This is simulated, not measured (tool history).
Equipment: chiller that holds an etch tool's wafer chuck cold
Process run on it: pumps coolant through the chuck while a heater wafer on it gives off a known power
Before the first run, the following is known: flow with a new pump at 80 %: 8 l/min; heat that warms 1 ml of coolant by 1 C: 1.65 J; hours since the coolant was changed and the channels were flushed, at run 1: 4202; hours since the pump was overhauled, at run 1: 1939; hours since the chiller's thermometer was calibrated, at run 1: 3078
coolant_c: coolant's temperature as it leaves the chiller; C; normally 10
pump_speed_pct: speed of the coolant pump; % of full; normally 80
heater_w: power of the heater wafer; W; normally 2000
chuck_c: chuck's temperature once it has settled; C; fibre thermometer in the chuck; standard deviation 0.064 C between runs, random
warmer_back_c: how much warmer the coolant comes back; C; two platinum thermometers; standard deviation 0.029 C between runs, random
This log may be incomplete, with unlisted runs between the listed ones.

run,hour,coolant_c,pump_speed_pct,heater_w,hours since the coolant was changed and the channels were flushed,hours since the pump was overhauled,hours since the chiller's thermometer was calibrated,chuck_c,warmer_back_c
1,0.0,10,80,2000,4202,1939,3078,25.36,9.22
2,66.3,10,80,2000,4268,2006,3144,25.16,9.21
3,170.7,10,80,2000,4373,2110,3249,25.26,9.24
4,259.6,10,80,2000,4461,2199,3337,25.28,9.25
# hour 313.6: chiller's thermometer calibrated
5,381.3,10,84,2000,4582,2320,68,25.14,8.76
6,460.5,10,80,2000,4661,2399,147,25.67,9.23
7,514.6,10,95,2000,4715,2453,201,24.00,7.74
8,584.4,10,80,2000,4785,2523,271,25.62,9.24
9,676.5,10,80,2000,4877,2615,363,25.67,9.23
10,777.1,10,80,2000,4978,2716,464,25.72,9.25
11,867.2,10,80,2000,5068,2806,554,25.70,9.26
12,981.9,10,80,2000,5183,2920,668,25.75,9.28
13,1068.2,10,80,2000,5269,3007,755,25.66,9.26
14,1144.0,7,80,2000,5345,3083,830,22.68,9.31
15,1268.1,7,69,1482,5469,3207,955,20.00,8.01
16,1319.6,10,81,2000,5520,3258,1006,25.69,9.21
17,1439.8,9,81,1382,5641,3378,1126,19.67,6.35
# hour 1502.5: coolant changed, channels flushed
18,1568.0,9,65,1270,65,3500,1248,19.84,7.32
19,1659.5,9,65,1270,157,3592,1340,20.03,7.43
20,1769.6,9,65,1270,267,3702,1450,20.08,7.34
21,1850.9,6,65,2536,348,3783,1531,28.09,14.72

3 options for the next run, each taken on its own from the tool as it stands now. Forecast them:
A,1918.3,2,88,1425,416,3851,1599,?,?
B,1918.3,10,86,2000,416,3851,1599,?,?
C,1918.3,4,94,2000,416,3851,1599,?,?

run,chuck_c,warmer_back_c
A,12.07,6.02
B,24.31,8.72
C,17.46,7.89
The same runs, with their run-to-run variation unchanged, on a tool lacking any hidden condition would have given:
run,chuck_c,warmer_back_c
A,11.91,5.87
B,24.06,8.50
C,17.23,7.69

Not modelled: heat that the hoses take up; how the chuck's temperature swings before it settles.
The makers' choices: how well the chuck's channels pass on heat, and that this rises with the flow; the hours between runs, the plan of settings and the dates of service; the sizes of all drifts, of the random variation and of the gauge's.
